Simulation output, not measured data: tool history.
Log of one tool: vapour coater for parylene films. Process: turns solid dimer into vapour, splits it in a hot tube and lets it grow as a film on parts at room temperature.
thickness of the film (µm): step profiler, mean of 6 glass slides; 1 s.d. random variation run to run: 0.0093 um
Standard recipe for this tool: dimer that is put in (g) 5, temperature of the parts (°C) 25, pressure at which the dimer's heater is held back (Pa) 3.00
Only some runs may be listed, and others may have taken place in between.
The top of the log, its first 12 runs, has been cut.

run    hour  dimer that is put in (g)  temperature of the parts (°C)  pressure at which the dimer's heater is held back (Pa)  hours of work since the trap's valve was overhauled  hours of work since the table's thermometer was calibrated  thickness of the film (µm)
 13   877.6                         5                             25                                                    3.27                                                  228                                                        1126                       1.290
      885.4  -- trap's valve overhauled, once more
 14   963.3                         2                             25                                                    3.00                                                   38                                                        1166                       0.643
 15  1011.4                         8                             25                                                    3.00                                                   61                                                        1189                       2.545
 16  1085.5                         8                             25                                                    3.00                                                   97                                                        1225                       2.524
 17  1167.1                         8                             25                                                    3.00                                                  137                                                        1265                       2.487
 18  1212.2                         5                             27                                                    3.00                                                  159                                                        1287                       1.441
 19  1299.7                         5                             27                                                    4.24                                                  201                                                        1330                       1.349
 20  1356.4                         5                             27                                                    4.24                                                  229                                                        1357                       1.337
 21  1440.6                         5                             27                                                    4.24                                                  270                                                        1398                       1.330
     1480.0  -- trap's valve overhauled
 22  1493.6                         7                             27                                                    4.24                                                    7                                                        1422                       2.016
 23  1573.6                         4                             24                                                   11.12                                                   46                                                        1461                       1.139
 24  1641.3                         3                             25                                                    2.53                                                   78                                                        1494                       0.953
 25  1726.0                         5                             37                                                    2.39                                                  120                                                        1535                       0.980
 26  1802.3                         5                             37                                                    2.39                                                  157                                                        1572                       0.986
 27  1881.2                         6                             24                                                    3.89                                                  195                                                        1610                       1.800
 28  1929.3                         5                             27                                                    4.14                                                  219                                                        1634                       1.319

The next listed run, before its measurement:
 29  1986.5                         2                             25                                                   10.22                                                  246                                                        1662                           ?

Run 29 measured thickness of the film (µm) 0.513.
The same run, on a tool lacking any hidden state, would have yielded thickness of the film (µm) 0.586.
